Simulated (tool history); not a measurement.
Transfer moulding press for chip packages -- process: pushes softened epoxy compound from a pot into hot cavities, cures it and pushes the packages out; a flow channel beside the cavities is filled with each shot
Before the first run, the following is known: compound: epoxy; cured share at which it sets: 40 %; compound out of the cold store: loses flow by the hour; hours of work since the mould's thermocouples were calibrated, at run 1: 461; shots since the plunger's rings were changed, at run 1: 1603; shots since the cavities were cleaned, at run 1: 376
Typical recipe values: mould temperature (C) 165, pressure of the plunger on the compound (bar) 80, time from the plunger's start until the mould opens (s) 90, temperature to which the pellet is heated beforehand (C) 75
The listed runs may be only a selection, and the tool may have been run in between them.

run    hour  mould temperature (C)  pressure of the plunger on the compound (bar)  time from the plunger's start until the mould opens (s)  temperature to which the pellet is heated beforehand (C)  hours of work since the mould's thermocouples were calibrated  shots since the plunger's rings were changed  shots since the cavities were cleaned  incoming compound's hours out of the cold store  length that the compound runs in the flow channel (mm)  greatest force on the pins that push the packages out (N)
  1       0                    165                                             80                                                       90                                                        75                                                            461                                          1603                                    376                                             32.9                                                     815                                                        177
       20.7  -- cavities cleaned with cleaning compound and waxed
  2    49.6                    165                                             80                                                       90                                                        75                                                            499                                          2307                                    423                                             43.7                                                     769                                                        165
       66.5  -- cavities cleaned with cleaning compound and waxed
  3    89.6                    165                                             80                                                       90                                                        75                                                            529                                          2869                                    338                                             31.6                                                     816                                                        172
      105.4  -- plunger's sealing rings changed
      115.7  -- cavities cleaned with cleaning compound and waxed
  4   150.6                    165                                             80                                                       90                                                        75                                                            573                                           639                                    511                                               14                                                     897                                                        181
      159.7  -- cavities cleaned with cleaning compound and waxed
      203.7  -- cavities cleaned with cleaning compound and waxed
  5   203.7                    165                                             80                                                       90                                                        75                                                            612                                          1371                                      0                                             11.1                                                     901                                                        166
  6   240.7                    165                                             80                                                      119                                                        75                                                            641                                          1913                                    542                                             18.3                                                     876                                                        157
      251.4  -- cavities cleaned with cleaning compound and waxed
  7   284.3                    165                                             80                                                      119                                                        75                                                            674                                          2528                                    482                                             46.6                                                     756                                                        169
      295.5  -- cavities cleaned with cleaning compound and waxed
      326.4  -- plunger's sealing rings changed
  8     337                    165                                             80                                                      119                                                        75                                                            712                                           156                                    571                                              8.9                                                     925                                                        164
        344  -- cavities cleaned with cleaning compound and waxed
  9   363.9                    165                                             80                                                      119                                                        75                                                            732                                           526                                    291                                             29.5                                                     831                                                        160
      389.1  -- cavities cleaned with cleaning compound and waxed
 10   389.8                    165                                             80                                                       90                                                        75                                                            751                                           883                                      9                                               30                                                     814                                                        170
      432.8  -- cavities cleaned with cleaning compound and waxed
      442.9  -- mould's thermocouples calibrated
 11   442.9                    165                                             80                                                       90                                                        75                                                              0                                          1609                                    119                                              8.1                                                     906                                                        173
      478.7  -- cavities cleaned with cleaning compound and waxed
 12   478.7                    165                                             80                                                       90                                                        75                                                             27                                          2111                                      0                                             45.5                                                     767                                                        169
      522.4  -- cavities cleaned with cleaning compound and waxed
 13   535.9                    165                                             80                                                      100                                                        75                                                             70                                          2925                                    197                                             15.5                                                     889                                                        173
      548.8  -- plunger's sealing rings changed
      570.9  -- cavities cleaned with cleaning compound and waxed
 14     586                    165                                             80                                                      100                                                        75                                                            106                                           522                                    221                                             40.3                                                     794                                                        162
      619.3  -- cavities cleaned with cleaning compound and waxed
 15   643.1                    165                                           79.9                                                       74                                                        82                                                            149                                          1335                                    348                                             44.4                                                     766                                                        205
      663.6  -- cavities cleaned with cleaning compound and waxed
 16   693.7                    162                                           65.1                                                       74                                                        80                                                            188                                          2054                                    440                                             15.8                                                     805                                                        276
      711.7  -- cavities cleaned with cleaning compound and waxed
 17   727.8                    163                                           74.1                                                       90                                                        76                                                            213                                          2531                                    236                                             34.9                                                     774                                                        180
      755.2  -- cavities cleaned with cleaning compound and waxed
      771.9  -- plunger's sealing rings changed
 18   789.6                    157                                           87.4                                                       87                                                        76                                                            258                                           259                                    466                                             34.1                                                     878                                                        283
      801.5  -- cavities cleaned with cleaning compound and waxed
      847.2  -- cavities cleaned with cleaning compound and waxed
 19   849.5                    157                                           87.4                                                       87                                                        76                                                            302                                          1092                                     34                                             36.8                                                     862                                                        280
      892.4  -- cavities cleaned with cleaning compound and waxed
 20   894.2                    165                                           87.4                                                       88                                                        76                                                            336                                          1724                                     26                                             36.8                                                     836                                                        179
      935.9  -- cavities cleaned with cleaning compound and waxed
 21   935.9                    165                                           87.4                                                       98                                                        78                                                            367                                          2312                                      0                                             15.5                                                     912                                                        169
 22   968.9                    165                                           87.4                                                       98                                                        78                                                            393                                          2795                                    483                                               36                                                     845                                                        163
      982.3  -- cavities cleaned with cleaning compound and waxed
      994.4  -- plunger's sealing rings changed
       1029  -- cavities cleaned with cleaning compound and waxed
 23  1031.4                    165                                           65.3                                                       90                                                        75                                                            438                                           519                                     35                                             27.1                                                     762                                                        163
 24  1068.5                    165                                           65.3                                                       90                                                        75                                                            467                                          1061                                    577                                             36.1                                                     729                                                        170
     1075.2  -- cavities cleaned with cleaning compound and waxed
     1122.7  -- cavities cleaned with cleaning compound and waxed
 25  1129.3                    165                                           89.4                                                       74                                                        75                                                            512                                          1907                                     97                                             31.1                                                     862                                                        223
     1168.6  -- cavities cleaned with cleaning compound and waxed
 26  1179.7                    170                                             85                                                       74                                                        75                                                            550                                          2622                                    161                                             16.6                                                     890                                                        173

Hidden state at the last listed run before each entry between runs and at the first one after, where it differs:
Between runs 1 and 2: cavities cleaned with cleaning compound and waxed (hour 20.7)
  true mould temperature over the reading, C: 0.03 -> 0.04; pressure that reaches the compound, % of what is set: 99.82 -> 99.74; grip of the stained cavities, % over clean ones': 1.5 -> 1.6
Between runs 2 and 3: cavities cleaned with cleaning compound and waxed (hour 66.5)
  pressure that reaches the compound, % of what is set: 99.74 -> 99.67; grip of the stained cavities, % over clean ones': 1.6 -> 1.5
Between runs 3 and 4: plunger's sealing rings changed (hour 105.4); cavities cleaned with cleaning compound and waxed (hour 115.7)
  pressure that reaches the compound, % of what is set: 99.67 -> 99.93; grip of the stained cavities, % over clean ones': 1.5 -> 2
Between runs 4 and 5: cavities cleaned with cleaning compound and waxed (hour 159.7); cavities cleaned with cleaning compound and waxed (hour 203.7)
  true mould temperature over the reading, C: 0.04 -> 0.05; pressure that reaches the compound, % of what is set: 99.93 -> 99.84; grip of the stained cavities, % over clean ones': 2 -> 0.1
Between runs 6 and 7: cavities cleaned with cleaning compound and waxed (hour 251.4)
  pressure that reaches the compound, % of what is set: 99.77 -> 99.7; grip of the stained cavities, % over clean ones': 2.1 -> 2
Between runs 7 and 8: cavities cleaned with cleaning compound and waxed (hour 295.5); plunger's sealing rings changed (hour 326.4)
  true mould temperature over the reading, C: 0.05 -> 0.06; pressure that reaches the compound, % of what is set: 99.7 -> 99.96; grip of the stained cavities, % over clean ones': 2 -> 2.1
Between runs 8 and 9: cavities cleaned with cleaning compound and waxed (hour 344)
  pressure that reaches the compound, % of what is set: 99.96 -> 99.92; grip of the stained cavities, % over clean ones': 2.1 -> 1.4
Between runs 9 and 10: cavities cleaned with cleaning compound and waxed (hour 389.1)
  pressure that reaches the compound, % of what is set: 99.92 -> 99.88; grip of the stained cavities, % over clean ones': 1.4 -> 0.1
Between runs 10 and 11: cavities cleaned with cleaning compound and waxed (hour 432.8); mould's thermocouples calibrated (hour 442.9)
  true mould temperature over the reading, C: 0.06 -> 0; pressure that reaches the compound, % of what is set: 99.88 -> 99.8; grip of the stained cavities, % over clean ones': 0.1 -> 0.7
Between runs 11 and 12: cavities cleaned with cleaning compound and waxed (hour 478.7)
  pressure that reaches the compound, % of what is set: 99.8 -> 99.74; grip of the stained cavities, % over clean ones': 0.7 -> 0
Between runs 12 and 13: cavities cleaned with cleaning compound and waxed (hour 522.4)
  true mould temperature over the reading, C: 0 -> 0.01; pressure that reaches the compound, % of what is set: 99.74 -> 99.65; grip of the stained cavities, % over clean ones': 0 -> 1
Between runs 13 and 14: plunger's sealing rings changed (hour 548.8); cavities cleaned with cleaning compound and waxed (hour 570.9)
  pressure that reaches the compound, % of what is set: 99.65 -> 99.92; grip of the stained cavities, % over clean ones': 1 -> 1.1
Between runs 14 and 15: cavities cleaned with cleaning compound and waxed (hour 619.3)
  true mould temperature over the reading, C: 0.01 -> 0.02; pressure that reaches the compound, % of what is set: 99.92 -> 99.83; grip of the stained cavities, % over clean ones': 1.1 -> 1.4
Between runs 15 and 16: cavities cleaned with cleaning compound and waxed (hour 663.6)
  pressure that reaches the compound, % of what is set: 99.83 -> 99.75; grip of the stained cavities, % over clean ones': 1.4 -> 1.8
Between runs 16 and 17: cavities cleaned with cleaning compound and waxed (hour 711.7)
  pressure that reaches the compound, % of what is set: 99.75 -> 99.69; grip of the stained cavities, % over clean ones': 1.8 -> 1.2
Between runs 17 and 18: cavities cleaned with cleaning compound and waxed (hour 755.2); plunger's sealing rings changed (hour 771.9)
  true mould temperature over the reading, C: 0.02 -> 0.03; pressure that reaches the compound, % of what is set: 99.69 -> 99.92; grip of the stained cavities, % over clean ones': 1.2 -> 1.9
Between runs 18 and 19: cavities cleaned with cleaning compound and waxed (hour 801.5); cavities cleaned with cleaning compound and waxed (hour 847.2)
  pressure that reaches the compound, % of what is set: 99.92 -> 99.83; grip of the stained cavities, % over clean ones': 1.9 -> 0.2
Between runs 19 and 20: cavities cleaned with cleaning compound and waxed (hour 892.4)
  pressure that reaches the compound, % of what is set: 99.83 -> 99.76
Between runs 20 and 21: cavities cleaned with cleaning compound and waxed (hour 935.9)
  true mould temperature over the reading, C: 0.03 -> 0.04; pressure that reaches the compound, % of what is set: 99.76 -> 99.69; grip of the stained cavities, % over clean ones': 0.2 -> 0
Between runs 22 and 23: cavities cleaned with cleaning compound and waxed (hour 982.3); plunger's sealing rings changed (hour 994.4); cavities cleaned with cleaning compound and waxed (hour 1029)
  pressure that reaches the compound, % of what is set: 99.64 -> 99.92; grip of the stained cavities, % over clean ones': 2 -> 0.2
Between runs 24 and 25: cavities cleaned with cleaning compound and waxed (hour 1075.2); cavities cleaned with cleaning compound and waxed (hour 1122.7)
  true mould temperature over the reading, C: 0.04 -> 0.05; pressure that reaches the compound, % of what is set: 99.86 -> 99.76; grip of the stained cavities, % over clean ones': 2.2 -> 0.6
Between runs 25 and 26: cavities cleaned with cleaning compound and waxed (hour 1168.6)
  pressure that reaches the compound, % of what is set: 99.76 -> 99.69; grip of the stained cavities, % over clean ones': 0.6 -> 0.8
